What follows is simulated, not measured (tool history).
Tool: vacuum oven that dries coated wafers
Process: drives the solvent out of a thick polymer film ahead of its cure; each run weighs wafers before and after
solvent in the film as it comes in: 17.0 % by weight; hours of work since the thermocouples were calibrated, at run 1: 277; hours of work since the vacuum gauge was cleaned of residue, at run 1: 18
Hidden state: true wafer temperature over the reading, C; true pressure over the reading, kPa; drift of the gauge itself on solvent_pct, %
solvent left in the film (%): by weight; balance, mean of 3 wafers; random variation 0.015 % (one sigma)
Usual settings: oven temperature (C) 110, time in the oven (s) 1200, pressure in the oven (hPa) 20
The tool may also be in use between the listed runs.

run,hour,oven temperature (C),time in the oven (s),pressure in the oven (hPa),hours of work since the thermocouples were calibrated,hours of work since the vacuum gauge was cleaned of residue,solvent left in the film (%)
1,0,110,1200,20,277,18,2.15
2,64.5,110,720,20,304,46,3.77
3,91.6,110,720,20,316,57,3.78
4,146.2,102,720,20,339,81,5.86
5,181.1,110,900,20,355,96,2.97
6,241.9,110,1200,20,381,122,2.19
7,303.5,110,1200,20,407,149,2.16
8,337.2,110,1200,20,422,163,2.13
9,387.2,110,1200,20,443,185,2.14
10,430.8,110,1200,20,462,203,2.16
11,494.9,110,1200,20,489,231,2.16
12,537.1,110,1200,20,507,249,2.13
13,593.5,110,1200,20,532,273,2.12
14,660.5,110,1200,20,560,302,2.14
15,690.9,110,1200,20,574,315,2.11
16,718.1,110,1200,20,585,327,2.12
17,776,110,1200,20,610,352,2.13
18,843.1,110,1200,45,639,380,3.7
19,873.3,110,1200,20,652,393,2.13
20,935.9,110,1200,20,679,420,2.13
21,963.9,110,1140,20,691,432,2.27
22,1020.4,110,1500,13.8,715,457,1.35
# hour 1028.2: oven's thermocouples calibrated
23,1087.8,103,1500,13.6,26,485,2.3
24,1148.6,110,1080,14.6,52,511,2.01
25,1187.5,113,1080,31.5,68,528,2.52
26,1225.3,113,1920,21.5,85,544,1.4
27,1287,117,1920,67.5,111,570,3.54
28,1322.3,111,960,67.5,126,586,5.16
29,1369.3,106,840,29.5,147,606,4.61
# hour 1389.4: oven's thermocouples calibrated, once more
30,1421.8,115,1080,25.2,14,627,1.95
31,1460.1,115,1080,25.2,30,644,1.93
32,1497.5,110,1200,14.4,46,660,1.8
33,1564.4,110,1200,14.4,75,689,1.8
34,1605.6,110,1200,13.2,93,706,1.74
35,1632.8,103,1320,10.7,105,718,2.51
36,1659.7,104,1320,49.5,116,730,5.16
37,1704.8,115,1980,30.6,136,749,1.81
38,1770.5,104,1980,15.6,164,777,1.76
39,1834.4,107,900,36.9,191,805,4.59
40,1890.5,110,960,72.3,215,829,5.81
41,1949.3,98,1980,20,241,854,3.1
42,1978,98,1980,20,253,866,3.11

How the hidden state differs across the entries between the runs, from the last listed run before each to the first after it:
Between runs 22 and 23: oven's thermocouples calibrated (hour 1028.2)
  true wafer temperature over the reading, C: 0.28 -> 0.5; true pressure over the reading, kPa: 0.115 -> 0.121
  measured less the result without the state, solvent left in the film (%): +0.05 -> +0
Between runs 29 and 30: oven's thermocouples calibrated, once more (hour 1389.4)
  true wafer temperature over the reading, C: 0.66 -> 0.29; true pressure over the reading, kPa: 0.15 -> 0.155
  measured less the result without the state, solvent left in the film (%): -0.08 -> +0.04

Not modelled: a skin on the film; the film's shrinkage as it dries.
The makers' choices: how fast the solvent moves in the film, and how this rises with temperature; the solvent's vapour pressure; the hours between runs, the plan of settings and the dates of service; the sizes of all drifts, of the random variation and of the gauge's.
